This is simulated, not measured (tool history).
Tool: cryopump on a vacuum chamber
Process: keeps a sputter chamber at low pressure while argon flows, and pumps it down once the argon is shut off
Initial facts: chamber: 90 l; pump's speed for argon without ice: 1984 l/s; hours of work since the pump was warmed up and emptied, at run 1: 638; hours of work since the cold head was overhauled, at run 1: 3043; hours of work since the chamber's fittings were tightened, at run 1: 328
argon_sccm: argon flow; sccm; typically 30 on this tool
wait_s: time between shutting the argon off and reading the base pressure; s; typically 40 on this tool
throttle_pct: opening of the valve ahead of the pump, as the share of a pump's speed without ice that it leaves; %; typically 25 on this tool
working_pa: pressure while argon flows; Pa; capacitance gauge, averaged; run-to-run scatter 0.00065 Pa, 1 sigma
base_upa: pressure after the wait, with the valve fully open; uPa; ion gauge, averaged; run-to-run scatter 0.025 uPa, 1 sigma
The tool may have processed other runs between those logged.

run    hour  argon_sccm  wait_s  throttle_pct  hours of work since the pump was warmed up and emptied  hours of work since the cold head was overhauled  hours of work since the chamber's fittings were tightened  working_pa  base_upa
  1     0.0          30      40            25                                                     638                                              3043                                                        328      0.1109      1.50
  2    76.0          30      40            25                                                     694                                              3098                                                        383      0.1122      1.58
      141.3  -- pump warmed up, emptied and cooled again
  3   176.9          30      40            25                                                      26                                              3168                                                        453      0.1049      1.47
  4   255.6          27      40            25                                                      83                                              3226                                                        511      0.0935      1.53
  5   338.4          42      40            25                                                     144                                              3286                                                        571      0.1479      1.66
  6   437.7          42      40            25                                                     216                                              3358                                                        644      0.1477      1.72
  7   505.6          30      40            25                                                     266                                              3408                                                        693      0.1067      1.84
  8   598.1          30      40            57                                                     333                                              3476                                                        761      0.0496      1.87
  9   723.3          30      40            57                                                     425                                              3567                                                        852      0.0521      2.03
 10   814.5          27      40            25                                                     491                                              3633                                                        919      0.0994      2.17
 11   942.3          30      40            25                                                     584                                              3727                                                       1012      0.1124      2.32
 12  1046.1          30      40            42                                                     660                                              3802                                                       1088      0.0724      2.57
 13  1134.0          30      95            18                                                     724                                              3867                                                       1152      0.1540      2.09
     1156.8  -- pump warmed up, emptied and cooled again
 14  1238.9          12      21            25                                                      60                                              3939                                                       1225      0.0419      2.91
 15  1299.9          30     147            25                                                     104                                              3984                                                       1269      0.1054      1.70
 16  1360.4          17      26            25                                                     149                                              4028                                                       1313      0.0607      2.71
 17  1474.9          36      69            25                                                     232                                              4112                                                       1397      0.1286      2.14
 18  1565.0          36      69            25                                                     298                                              4177                                                       1463      0.1296      2.32
     1617.8  -- leaking fittings of the chamber tightened, without venting
 19  1641.6          12      40            25                                                     352                                              4232                                                         17      0.0435      1.05
 20  1718.8          17      46            54                                                     409                                              4288                                                         74      0.0315      1.05
 21  1805.2          59     256            25                                                     472                                              4351                                                        137      0.2167      0.49
 22  1857.1          59     256            25                                                     510                                              4389                                                        175      0.2176      0.58
 23  1971.2          59      39            16                                                     593                                              4472                                                        258      0.3344      1.42
 24  2039.7          30      40            25                                                     643                                              4522                                                        308      0.1147      1.44

Below, some changes in working_pa between adjacent runs. For each, the amount present without the hidden state too (settings, incoming material, random variation) and the amount remaining for the hidden state with gauge scatter not shared by both compared results:
The tool's hidden condition here consists of: pump's speed, % of a pump's without ice; cold plate's temperature, K; leak into the chamber, uPa l/s; drift of the gauge itself on working_pa, %; drift of the gauge itself on base_upa, %.
Run 13 -> 14: argon_sccm 30 -> 12, wait_s 95 -> 21, throttle_pct 18 -> 25, pump warmed up, emptied and cooled again. working_pa -0.1121 Pa: hidden state -0.0115, all else -0.1006.
Run 20 -> 21: argon_sccm 17 -> 59, wait_s 46 -> 256, throttle_pct 54 -> 25. working_pa +0.1852 Pa: hidden state +0.0121, all else +0.1731.
Run 23 -> 24: argon_sccm 59 -> 30, wait_s 39 -> 40, throttle_pct 16 -> 25. working_pa -0.2197 Pa: hidden state -0.0092, all else -0.2105.

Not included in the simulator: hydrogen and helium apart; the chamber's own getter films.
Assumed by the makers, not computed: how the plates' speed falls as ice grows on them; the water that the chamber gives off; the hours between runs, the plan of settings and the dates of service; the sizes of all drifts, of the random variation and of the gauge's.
